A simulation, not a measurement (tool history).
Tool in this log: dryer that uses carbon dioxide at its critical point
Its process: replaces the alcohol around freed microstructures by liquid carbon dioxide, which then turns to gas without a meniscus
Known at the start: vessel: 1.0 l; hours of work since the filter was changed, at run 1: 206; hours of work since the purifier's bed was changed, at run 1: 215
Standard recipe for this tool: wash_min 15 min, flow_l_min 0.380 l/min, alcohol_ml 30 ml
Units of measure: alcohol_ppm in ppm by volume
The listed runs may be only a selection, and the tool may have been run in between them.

run   hour  wash_min  flow_l_min  alcohol_ml  hours of work since the filter was changed  hours of work since the purifier's bed was changed  alcohol_ppm
  1    0.0        15       0.380          30                                         206                                                 215          414
  2   10.5        15       0.318          30                                         212                                                 220          842
  3   18.8         9       0.380          30                                         216                                                 225         2294
  4   29.3         9       0.380          30                                         222                                                 230         2255
  5   35.9         9       0.380          30                                         225                                                 234         2284
  6   42.7         9       0.380          30                                         229                                                 237         2278
  7   49.6         9       0.380          30                                         232                                                 241         2299
  8   60.6         9       0.380          30                                         238                                                 247         2296
  9   68.7         9       0.380          30                                         243                                                 251         2343
 10   79.0        15       0.380          41                                         248                                                 257          613
 11   85.4        16       0.451          87                                         251                                                 260          419
 12   95.0        23       0.429          44                                         256                                                 265           57
 13  102.5        23       0.429          44                                         260                                                 269           60
 14  111.5        15       0.403          30                                         265                                                 274          381
 15  120.4        16       0.380          30                                         270                                                 279          360

Alternative continuations, all from the tool just after run 15; predict every row:
  A  129.8        12       0.322          30                                         275                                                 284            ?
  B  129.8        19       0.255          64                                         275                                                 284            ?
  C  129.8        19       0.416          80                                         275                                                 284            ?
  D  129.8        16       0.365          30                                         275                                                 284            ?
  E  129.8        16       0.330          44                                         275                                                 284            ?

run  alcohol_ppm
  A         1827
  B         1949
  C          254
  D          436
  E          952
Had the tool no hidden state, the same runs would have come out as:
run  alcohol_ppm
  A         1267
  B         1242
  C          110
  D          237
  E          571
